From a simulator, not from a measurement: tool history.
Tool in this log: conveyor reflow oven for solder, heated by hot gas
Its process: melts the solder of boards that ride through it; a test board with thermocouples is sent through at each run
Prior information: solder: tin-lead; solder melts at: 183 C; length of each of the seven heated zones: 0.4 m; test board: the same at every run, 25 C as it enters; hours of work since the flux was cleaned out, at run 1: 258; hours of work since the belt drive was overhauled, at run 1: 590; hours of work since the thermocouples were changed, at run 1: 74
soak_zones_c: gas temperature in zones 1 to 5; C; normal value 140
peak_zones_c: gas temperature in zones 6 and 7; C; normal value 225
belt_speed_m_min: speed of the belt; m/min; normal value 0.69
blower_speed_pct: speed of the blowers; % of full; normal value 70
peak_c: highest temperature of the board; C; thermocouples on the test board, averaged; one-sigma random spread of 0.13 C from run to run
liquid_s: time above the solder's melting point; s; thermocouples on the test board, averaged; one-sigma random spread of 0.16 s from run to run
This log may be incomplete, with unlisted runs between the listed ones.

run	hour	soak_zones_c	peak_zones_c	belt_speed_m_min	blower_speed_pct	hours of work since the flux was cleaned out	hours of work since the belt drive was overhauled	hours of work since the thermocouples were changed	peak_c	liquid_s
1	0	140	225	0.69	70	258	590	74	206.7	43.3
2	16	140	225	0.69	70	267	599	83	206.7	43.3
3	34.6	140	225	0.69	64	278	610	93	205.4	41.6
4	62.7	140	225	0.579	70	293	625	109	211.9	59.1
5	76.7	140	225	0.579	70	301	633	117	211.8	58.5
6	93.7	140	225	0.69	70	311	643	127	206.6	42.8
7	107.1	138	225	0.69	70	319	651	134	206	41.8
8	125.9	138	225	0.767	70	329	661	145	202.2	32.9
# hour 133: flux residue cleaned out of gas plates and filters
9	147.4	138	225	0.767	70	8	670	154	204.9	36.3
10	164	140	225	0.683	70	17	680	163	209.1	46.6
11	185.5	140	225	0.683	70	30	692	176	209.1	46.5
12	213.9	140	216	0.683	70	46	708	192	201.8	38.7
13	235.5	140	216	0.683	70	58	720	204	201.5	38.9
14	250.3	140	216	0.683	70	66	728	212	201.4	38.7
15	277.1	135	225	0.69	70	81	744	227	207.9	42.7
16	295.8	127	225	0.69	70	92	754	238	205.7	39.1
17	312.3	133	225	0.634	82	101	763	247	212	51.9
18	325.5	146	230	0.648	59	108	771	254	213.6	54.9
19	351.8	146	230	0.648	59	123	786	269	213.3	54.9
20	370.3	140	239	0.69	64	134	796	280	218.4	52.9
21	383.3	129	225	0.561	70	141	803	287	212.6	57.9
22	411.2	129	225	0.561	70	157	819	303	212.5	57.6
23	429	140	225	0.794	70	167	829	313	203.4	33.6
24	444.3	142	225	0.69	70	175	838	321	208.7	46.2
25	467.9	144	232	0.69	70	189	851	335	214.6	51.6
26	482	133	226	0.69	70	197	859	343	207.3	42
27	503.4	126	226	0.686	70	209	871	355	206	39
28	522.8	137	218	0.576	83	220	882	366	208.3	56.3
29	544.5	137	231	0.587	57	232	894	378	214.6	58.5
30	567	137	231	0.587	57	245	907	390	214.6	58.7

Alternative continuations, all from the tool just after run 30; predict every row:
A	583.3	147	225	0.69	77	254	916	400	?	?
B	583.3	137	231	0.587	57	254	916	400	?	?
C	583.3	129	225	0.704	70	254	916	400	?	?
D	583.3	138	225	0.69	70	254	916	400	?	?
E	583.3	137	231	0.587	59	254	916	400	?	?

run	peak_c	liquid_s
A	210.5	49.9
B	214.8	58.5
C	204.8	37
D	207.4	43.4
E	215	58.9
With no hidden state in the tool, these same runs would have given:
run	peak_c	liquid_s
A	210.8	50.3
B	214.9	58.7
C	205.5	38
D	207.9	44.1
E	215.2	59.1
